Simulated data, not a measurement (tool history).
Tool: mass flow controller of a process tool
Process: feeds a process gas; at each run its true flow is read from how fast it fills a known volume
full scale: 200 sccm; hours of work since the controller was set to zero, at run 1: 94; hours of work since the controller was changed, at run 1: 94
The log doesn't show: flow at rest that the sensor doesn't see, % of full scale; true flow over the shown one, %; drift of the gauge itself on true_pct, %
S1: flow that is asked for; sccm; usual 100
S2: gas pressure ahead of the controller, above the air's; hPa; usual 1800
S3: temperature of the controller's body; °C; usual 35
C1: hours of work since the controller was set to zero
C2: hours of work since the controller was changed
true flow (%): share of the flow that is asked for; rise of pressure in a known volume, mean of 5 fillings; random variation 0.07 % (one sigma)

Run 1, hour 0: usual settings; C1 94; C2 94. Result: true flow (%) 97.37.
Run 2, hour 81.6: usual settings but S3 32 °C; C1 148; C2 148. Result: true flow (%) 97.61.
Run 3, hour 171.7: usual settings but S3 32 °C; C1 208; C2 208. Result: true flow (%) 97.86.
Run 4, hour 233.3: usual settings but S3 32 °C; C1 249; C2 249. Result: true flow (%) 97.77.
Run 5, hour 273.6: usual settings but S3 32 °C; C1 276; C2 276. Result: true flow (%) 97.81.
Run 6, hour 363.1: usual settings but S3 32 °C; C1 335; C2 335. Result: true flow (%) 97.83.
Run 7, hour 403.3: usual settings but S3 39 °C; C1 362; C2 362. Result: true flow (%) 97.1.
Run 8, hour 490.5: usual settings but S3 39 °C; C1 420; C2 420. Result: true flow (%) 96.99.
Run 9, hour 544.2: usual settings; C1 456; C2 456. Result: true flow (%) 97.54.
Run 10, hour 615: usual settings; C1 503; C2 503. Result: true flow (%) 97.52.
Run 11, hour 656.6: usual settings; C1 530; C2 530. Result: true flow (%) 97.73.
Run 12, hour 725.1: usual settings; C1 576; C2 576. Result: true flow (%) 97.6.
Run 13, hour 781.3: usual settings; C1 613; C2 613. Result: true flow (%) 97.63.
Run 14, hour 858.9: usual settings; C1 665; C2 665. Result: true flow (%) 97.77.
Run 15, hour 913: usual settings; C1 701; C2 701. Result: true flow (%) 97.84.
Run 16, hour 958.7: usual settings; C1 731; C2 731. Result: true flow (%) 97.86.
Run 17, hour 1007.7: usual settings; C1 764; C2 764. Result: true flow (%) 97.87.
Run 18, hour 1092.5: usual settings; C1 820; C2 820. Result: true flow (%) 97.93.
At hour 1099.8: gauge calibrated.
Run 19, hour 1161: usual settings; C1 865; C2 865. Result: true flow (%) 97.35.
Run 20, hour 1216.9: usual settings but S1 119 sccm, S2 1420 hPa, S3 37 °C; C1 903; C2 903. Result: true flow (%) 97.26.
Run 21, hour 1255: usual settings but S1 119 sccm, S2 1420 hPa, S3 39 °C; C1 928; C2 928. Result: true flow (%) 96.95.
Run 22, hour 1308: usual settings but S1 119 sccm, S2 1460 hPa; C1 963; C2 963. Result: true flow (%) 97.53.
Run 23, hour 1352.4: usual settings but S2 2480 hPa, S3 23 °C; C1 993; C2 993. Result: true flow (%) 99.06.
Run 24, hour 1392.2: usual settings but S1 37 sccm; C1 1019; C2 1019. Result: true flow (%) 96.46.
Run 25, hour 1436.7: usual settings but S3 33 °C; C1 1049; C2 1049. Result: true flow (%) 97.68.
Run 26, hour 1518.5: usual settings but S3 33 °C; C1 1103; C2 1103. Result: true flow (%) 97.61.
Run 27, hour 1580.6: usual settings but S3 33 °C; C1 1144; C2 1144. Result: true flow (%) 97.84.
Run 28, hour 1653.1: usual settings but S2 2110 hPa, S3 31 °C; C1 1192; C2 1192. Result: true flow (%) 98.15.
Run 29, hour 1731.7: usual settings but S1 198 sccm, S2 1430 hPa, S3 38 °C; C1 1245; C2 1245. Result: true flow (%) 98.49.
Run 30, hour 1792.2: usual settings but S1 198 sccm, S2 1430 hPa, S3 38 °C; C1 1285; C2 1285. Result: true flow (%) 98.71.
Run 31, hour 1871.5: usual settings but S1 82 sccm, S2 2350 hPa, S3 36 °C; C1 1337; C2 1337. Result: true flow (%) 97.58.
Run 32, hour 1922.3: usual settings but S1 82 sccm, S2 2350 hPa, S3 36 °C; C1 1371; C2 1371. Result: true flow (%) 97.49.
Run 33, hour 1991.7: usual settings but S1 82 sccm, S2 2350 hPa, S3 36 °C; C1 1417; C2 1417. Result: true flow (%) 97.58.
Run 34, hour 2043.2: usual settings but S1 82 sccm, S2 2350 hPa, S3 36 °C; C1 1452; C2 1452. Result: true flow (%) 97.62.

Forecast each of these 4 alternatives for the next run:
Run A, hour 2082.1: usual settings but S1 117 sccm, S3 36 °C; C1 1477; C2 1477. Result: true flow (%) ?.
Run B, hour 2082.1: usual settings but S2 2400 hPa; C1 1477; C2 1477. Result: true flow (%) ?.
Run C, hour 2082.1: usual settings but S3 20 °C; C1 1477; C2 1477. Result: true flow (%) ?.
Run D, hour 2082.1: usual settings but S1 107 sccm, S2 1740 hPa, S3 23 °C; C1 1477; C2 1477. Result: true flow (%) ?.

run  true flow (%)
  A          98.12
  B          98.01
  C          99.56
  D          99.37
Without the tool's hidden state the same runs would have given:
run  true flow (%)
  A          97.52
  B           97.4
  C          98.95
  D          98.75
